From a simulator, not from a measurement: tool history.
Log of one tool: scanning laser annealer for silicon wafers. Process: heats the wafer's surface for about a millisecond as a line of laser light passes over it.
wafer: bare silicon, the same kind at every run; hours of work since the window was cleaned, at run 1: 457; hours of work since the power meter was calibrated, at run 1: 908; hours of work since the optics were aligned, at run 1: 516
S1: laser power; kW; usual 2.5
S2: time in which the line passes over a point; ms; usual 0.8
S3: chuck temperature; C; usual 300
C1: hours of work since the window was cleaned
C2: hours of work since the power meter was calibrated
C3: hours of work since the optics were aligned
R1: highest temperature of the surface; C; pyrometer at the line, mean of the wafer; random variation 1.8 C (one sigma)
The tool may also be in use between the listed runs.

{"run": 1, "hour": 0.0, "S1": 2.5, "S2": 0.8, "S3": 300, "C1": 457, "C2": 908, "C3": 516, "R1": 994}
{"run": 2, "hour": 24.6, "S1": 2.5, "S2": 0.8, "S3": 300, "C1": 476, "C2": 927, "C3": 535, "R1": 992}
{"run": 3, "hour": 43.4, "S1": 2.5, "S2": 0.8, "S3": 300, "C1": 491, "C2": 942, "C3": 549, "R1": 996}
{"run": 4, "hour": 58.9, "S1": 2.5, "S2": 0.8, "S3": 300, "C1": 503, "C2": 954, "C3": 561, "R1": 989}
{"run": 5, "hour": 75.5, "S1": 2.5, "S2": 0.8, "S3": 300, "C1": 516, "C2": 967, "C3": 574, "R1": 991}
{"run": 6, "hour": 94.3, "S1": 2.5, "S2": 0.87, "S3": 300, "C1": 530, "C2": 981, "C3": 589, "R1": 1020}
{"run": 7, "hour": 119.6, "S1": 2.5, "S2": 0.8, "S3": 300, "C1": 550, "C2": 1001, "C3": 609, "R1": 986}
{"run": 8, "hour": 140.0, "S1": 2.5, "S2": 0.8, "S3": 300, "C1": 566, "C2": 1017, "C3": 624, "R1": 986}
{"run": 9, "hour": 167.1, "S1": 2.5, "S2": 0.8, "S3": 286, "C1": 587, "C2": 1038, "C3": 645, "R1": 968}
{"run": 10, "hour": 180.9, "S1": 2.5, "S2": 0.8, "S3": 286, "C1": 597, "C2": 1048, "C3": 656, "R1": 969}
{"run": 11, "hour": 210.0, "S1": 2.5, "S2": 0.8, "S3": 286, "C1": 620, "C2": 1071, "C3": 679, "R1": 965}
{"run": 12, "hour": 231.3, "S1": 2.5, "S2": 0.8, "S3": 286, "C1": 637, "C2": 1087, "C3": 695, "R1": 964}
{"run": 13, "hour": 263.9, "S1": 2.316, "S2": 0.8, "S3": 279, "C1": 662, "C2": 1113, "C3": 720, "R1": 891}
{"run": 14, "hour": 288.7, "S1": 2.727, "S2": 0.944, "S3": 293, "C1": 681, "C2": 1132, "C3": 740, "R1": 1120}
{"run": 15, "hour": 302.7, "S1": 2.265, "S2": 0.748, "S3": 295, "C1": 692, "C2": 1143, "C3": 750, "R1": 866}
{"run": 16, "hour": 320.3, "S1": 2.265, "S2": 0.748, "S3": 295, "C1": 705, "C2": 1156, "C3": 764, "R1": 865}
{"hour": 336.1, "done": "window over the wafer cleaned"}
{"run": 17, "hour": 337.5, "S1": 2.437, "S2": 0.761, "S3": 274, "C1": 1, "C2": 1168, "C3": 776, "R1": 954}
{"run": 18, "hour": 359.2, "S1": 2.5, "S2": 0.8, "S3": 288, "C1": 18, "C2": 1185, "C3": 793, "R1": 1007}
{"run": 19, "hour": 377.3, "S1": 2.721, "S2": 0.679, "S3": 339, "C1": 32, "C2": 1199, "C3": 807, "R1": 1073}
{"hour": 399.2, "done": "optics aligned, line set to its width"}
{"run": 20, "hour": 399.2, "S1": 2.407, "S2": 0.623, "S3": 339, "C1": 45, "C2": 1212, "C3": 0, "R1": 944}
{"run": 21, "hour": 425.4, "S1": 2.407, "S2": 0.623, "S3": 339, "C1": 65, "C2": 1232, "C3": 20, "R1": 944}

3 ways to go on from here, each from the tool as it stands after run 21. What would each give?
{"run": "A", "hour": 456.2, "S1": 2.392, "S2": 0.694, "S3": 315, "C1": 89, "C2": 1256, "C3": 44, "R1": "?"}
{"run": "B", "hour": 456.2, "S1": 2.383, "S2": 0.652, "S3": 339, "C1": 89, "C2": 1256, "C3": 44, "R1": "?"}
{"run": "C", "hour": 456.2, "S1": 2.5, "S2": 0.8, "S3": 281, "C1": 89, "C2": 1256, "C3": 44, "R1": "?"}

run=A R1=951
run=B R1=950
run=C R1=1009
Without the tool's hidden state the same runs would have given:
run=A R1=956
run=B R1=955
run=C R1=1016
